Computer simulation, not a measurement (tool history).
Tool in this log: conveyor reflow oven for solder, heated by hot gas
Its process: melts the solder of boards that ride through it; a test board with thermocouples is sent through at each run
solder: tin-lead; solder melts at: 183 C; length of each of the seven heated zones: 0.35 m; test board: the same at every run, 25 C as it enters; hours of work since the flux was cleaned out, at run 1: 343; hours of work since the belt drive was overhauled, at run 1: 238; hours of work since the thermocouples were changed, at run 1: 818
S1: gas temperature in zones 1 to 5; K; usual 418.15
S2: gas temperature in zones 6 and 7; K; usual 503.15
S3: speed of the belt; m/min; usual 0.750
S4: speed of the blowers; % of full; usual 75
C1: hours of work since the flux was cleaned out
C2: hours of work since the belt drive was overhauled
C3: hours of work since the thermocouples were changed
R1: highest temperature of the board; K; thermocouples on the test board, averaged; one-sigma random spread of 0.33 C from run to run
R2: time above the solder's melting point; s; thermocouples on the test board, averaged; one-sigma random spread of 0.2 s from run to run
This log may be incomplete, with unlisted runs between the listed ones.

{"run": 1, "day": 0.0, "S1": 418.15, "S2": 503.15, "S3": 0.75, "S4": 75, "C1": 343, "C2": 238, "C3": 818, "R1": 487.95, "R2": 42.8}
{"run": 2, "day": 0.729, "S1": 418.15, "S2": 503.15, "S3": 0.75, "S4": 75, "C1": 351, "C2": 246, "C3": 826, "R1": 488.15, "R2": 43.3}
{"run": 3, "day": 1.338, "S1": 418.15, "S2": 503.15, "S3": 0.75, "S4": 75, "C1": 357, "C2": 252, "C3": 833, "R1": 488.45, "R2": 42.9}
{"run": 4, "day": 1.7, "S1": 405.15, "S2": 503.15, "S3": 0.75, "S4": 75, "C1": 361, "C2": 256, "C3": 837, "R1": 486.25, "R2": 37.4}
{"run": 5, "day": 2.238, "S1": 405.15, "S2": 503.15, "S3": 0.75, "S4": 75, "C1": 367, "C2": 262, "C3": 843, "R1": 485.85, "R2": 38.0}
{"run": 6, "day": 2.642, "S1": 405.15, "S2": 503.15, "S3": 0.75, "S4": 75, "C1": 371, "C2": 267, "C3": 847, "R1": 485.85, "R2": 37.9}
{"run": 7, "day": 3.271, "S1": 405.15, "S2": 503.15, "S3": 0.75, "S4": 75, "C1": 378, "C2": 273, "C3": 854, "R1": 484.95, "R2": 37.9}
{"run": 8, "day": 4.121, "S1": 418.15, "S2": 503.15, "S3": 0.75, "S4": 52, "C1": 388, "C2": 283, "C3": 863, "R1": 484.25, "R2": 39.5}
{"run": 9, "day": 4.662, "S1": 418.15, "S2": 503.15, "S3": 0.75, "S4": 75, "C1": 393, "C2": 289, "C3": 869, "R1": 488.65, "R2": 43.0}
{"run": 10, "day": 5.462, "S1": 418.15, "S2": 503.15, "S3": 0.75, "S4": 75, "C1": 402, "C2": 297, "C3": 878, "R1": 488.25, "R2": 42.6}
{"day": 6.183, "done": "thermocouples of zones 6 and 7 changed"}
{"run": 11, "day": 6.225, "S1": 418.15, "S2": 503.15, "S3": 0.75, "S4": 75, "C1": 410, "C2": 305, "C3": 0, "R1": 488.25, "R2": 42.6}
{"run": 12, "day": 6.879, "S1": 418.15, "S2": 511.15, "S3": 0.75, "S4": 75, "C1": 417, "C2": 312, "C3": 8, "R1": 495.05, "R2": 46.2}
{"run": 13, "day": 7.342, "S1": 418.15, "S2": 503.15, "S3": 0.83, "S4": 75, "C1": 422, "C2": 317, "C3": 13, "R1": 485.65, "R2": 36.2}
{"run": 14, "day": 8.15, "S1": 415.15, "S2": 509.15, "S3": 0.75, "S4": 58, "C1": 430, "C2": 326, "C3": 21, "R1": 490.25, "R2": 42.2}
{"run": 15, "day": 8.696, "S1": 425.15, "S2": 512.15, "S3": 0.716, "S4": 78, "C1": 436, "C2": 332, "C3": 27, "R1": 498.95, "R2": 52.5}
{"run": 16, "day": 9.071, "S1": 425.15, "S2": 512.15, "S3": 0.716, "S4": 78, "C1": 440, "C2": 336, "C3": 31, "R1": 499.35, "R2": 52.5}
{"run": 17, "day": 9.538, "S1": 425.15, "S2": 512.15, "S3": 0.716, "S4": 78, "C1": 446, "C2": 341, "C3": 36, "R1": 499.35, "R2": 52.8}
{"day": 9.971, "done": "flux residue cleaned out of gas plates and filters"}
{"run": 18, "day": 10.354, "S1": 425.15, "S2": 512.15, "S3": 0.716, "S4": 78, "C1": 4, "C2": 347, "C3": 43, "R1": 499.25, "R2": 52.9}
{"run": 19, "day": 10.925, "S1": 425.15, "S2": 512.15, "S3": 0.716, "S4": 78, "C1": 10, "C2": 354, "C3": 49, "R1": 499.25, "R2": 53.0}
{"run": 20, "day": 11.6, "S1": 428.15, "S2": 503.15, "S3": 0.75, "S4": 75, "C1": 18, "C2": 361, "C3": 57, "R1": 489.75, "R2": 47.3}
{"run": 21, "day": 12.267, "S1": 418.15, "S2": 503.15, "S3": 0.75, "S4": 73, "C1": 25, "C2": 368, "C3": 64, "R1": 488.65, "R2": 43.0}
{"run": 22, "day": 12.646, "S1": 418.15, "S2": 503.15, "S3": 0.75, "S4": 73, "C1": 29, "C2": 372, "C3": 68, "R1": 488.05, "R2": 42.6}
{"run": 23, "day": 13.275, "S1": 418.15, "S2": 499.15, "S3": 0.713, "S4": 73, "C1": 36, "C2": 379, "C3": 75, "R1": 486.65, "R2": 44.2}
{"run": 24, "day": 14.133, "S1": 418.15, "S2": 499.15, "S3": 0.713, "S4": 84, "C1": 45, "C2": 388, "C3": 84, "R1": 487.15, "R2": 45.1}
{"run": 25, "day": 14.542, "S1": 418.15, "S2": 499.15, "S3": 0.713, "S4": 84, "C1": 50, "C2": 393, "C3": 89, "R1": 487.55, "R2": 45.0}
{"run": 26, "day": 14.917, "S1": 421.15, "S2": 507.15, "S3": 0.771, "S4": 61, "C1": 54, "C2": 397, "C3": 93, "R1": 489.45, "R2": 42.6}

Below are 3 alternative next runs, each starting from the tool's condition after run 26. Predict each:
{"run": "A", "day": 15.279, "S1": 431.15, "S2": 507.15, "S3": 0.771, "S4": 61, "C1": 58, "C2": 401, "C3": 97, "R1": "?", "R2": "?"}
{"run": "B", "day": 15.279, "S1": 418.15, "S2": 495.15, "S3": 0.75, "S4": 75, "C1": 58, "C2": 401, "C3": 97, "R1": "?", "R2": "?"}
{"run": "C", "day": 15.279, "S1": 418.15, "S2": 503.15, "S3": 0.798, "S4": 75, "C1": 58, "C2": 401, "C3": 97, "R1": "?", "R2": "?"}

run=A R1=491.55 R2=47.0
run=B R1=481.35 R2=38.6
run=C R1=487.05 R2=38.8
Take away the tool's hidden state, keep each run's random variation, and the runs would have read:
run=A R1=491.55 R2=47.0
run=B R1=481.35 R2=38.6
run=C R1=487.15 R2=38.7
